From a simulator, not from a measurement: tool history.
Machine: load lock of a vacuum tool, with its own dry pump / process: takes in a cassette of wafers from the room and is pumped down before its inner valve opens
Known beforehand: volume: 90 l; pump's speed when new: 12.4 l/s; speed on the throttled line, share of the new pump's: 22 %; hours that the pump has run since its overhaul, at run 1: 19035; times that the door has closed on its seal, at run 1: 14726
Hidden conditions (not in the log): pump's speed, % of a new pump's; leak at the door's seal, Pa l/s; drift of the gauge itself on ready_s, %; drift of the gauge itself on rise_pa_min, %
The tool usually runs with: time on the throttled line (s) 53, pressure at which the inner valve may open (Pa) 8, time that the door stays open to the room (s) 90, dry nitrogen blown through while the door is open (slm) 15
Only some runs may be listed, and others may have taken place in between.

run,hour,time on the throttled line (s),pressure at which the inner valve may open (Pa),time that the door stays open to the room (s),dry nitrogen blown through while the door is open (slm),hours that the pump has run since its overhaul,times that the door has closed on its seal,"incoming humidity of the room's air, %",time from the closed door until the inner valve may open (s),rise of the pressure with all valves shut (Pa/min)
1,0.0,53,8,90,15,19035,14726,43.5,117.6,0.065
2,82.6,53,8,199,15,19118,15007,45.9,118.6,0.089
3,216.5,53,8,90,15,19252,15461,46.6,117.9,0.062
4,370.9,53,8,90,15,19406,15985,45.4,117.8,0.070
5,447.1,53,8,43,15,19482,16244,47.0,118.3,0.056
6,520.7,53,8,43,15,19556,16494,45.8,118.6,0.057
7,599.4,53,8,43,15,19635,16761,45.1,117.8,0.059
# hour 614.7: dry pump taken out, an overhauled one fitted
8,673.1,53,8,43,15,58,16990,45.4,110.8,0.060
9,739.6,53,8,90,15,125,17216,45.7,110.2,0.070
10,848.6,53,8,90,15,234,17586,50.2,110.9,0.076
11,995.4,53,8,90,15,381,18084,44.9,110.4,0.071
12,1149.6,53,8,90,15,535,18607,41.9,110.2,0.069
13,1290.8,53,8,90,7,676,19086,43.3,110.9,0.086
14,1430.8,53,8,90,7,816,19562,46.2,110.8,0.095
15,1500.7,53,8,90,7,886,19799,45.7,110.6,0.093
16,1640.5,53,8,90,7,1026,20273,47.0,110.8,0.095
17,1756.2,72,8,90,7,1141,20666,46.3,125.7,0.094
18,1904.8,53,8,90,23,1290,21170,46.4,111.0,0.068
19,1994.9,53,8,90,23,1380,21476,42.9,110.4,0.072
20,2085.1,74,11,113,4,1470,21782,48.1,125.2,0.118
21,2238.0,74,11,113,4,1623,22301,44.9,124.9,0.111
22,2347.0,36,8,26,34,1732,22670,45.0,97.8,0.056
23,2435.2,36,8,108,34,1820,22970,48.0,98.0,0.075
24,2561.5,36,8,47,34,1947,23398,40.8,97.4,0.067
25,2686.3,36,8,47,34,2072,23822,41.5,98.3,0.069
26,2762.2,68,8,156,37,2147,24079,46.9,122.9,0.077
27,2915.5,53,8,90,17,2301,24599,42.5,110.8,0.085
28,2993.1,53,13,90,15,2378,24863,46.1,106.9,0.095
29,3072.5,53,12,57,14,2458,25132,45.8,108.0,0.086
30,3220.0,53,15,115,14,2605,25633,45.4,106.4,0.097
31,3348.3,53,10,58,14,2734,26068,47.8,109.5,0.093
32,3446.8,53,9,44,15,2832,26403,43.4,110.5,0.085
33,3571.3,53,12,168,15,2957,26825,45.9,108.3,0.119
34,3705.2,53,12,168,15,3091,27280,45.8,107.9,0.111
35,3807.7,53,12,175,15,3193,27627,47.1,107.4,0.116
36,3966.4,53,12,175,15,3352,28166,42.9,108.4,0.117
37,4120.3,53,12,175,15,3506,28688,44.7,108.3,0.115

Each row is a separate what-if for the run after 37, all from the same tool condition, not one after another. Results?
A,4215.8,45,8,90,15,3601,29012,44.0,?,?
B,4215.8,53,9,175,15,3601,29012,44.8,?,?
C,4215.8,53,10,90,15,3601,29012,44.5,?,?

run,time from the closed door until the inner valve may open (s),rise of the pressure with all valves shut (Pa/min)
A,105.6,0.103
B,110.7,0.126
C,110.1,0.114
With no hidden state in the tool, these same runs would have given:
run,time from the closed door until the inner valve may open (s),rise of the pressure with all valves shut (Pa/min)
A,104.5,0.034
B,109.7,0.058
C,109.1,0.045
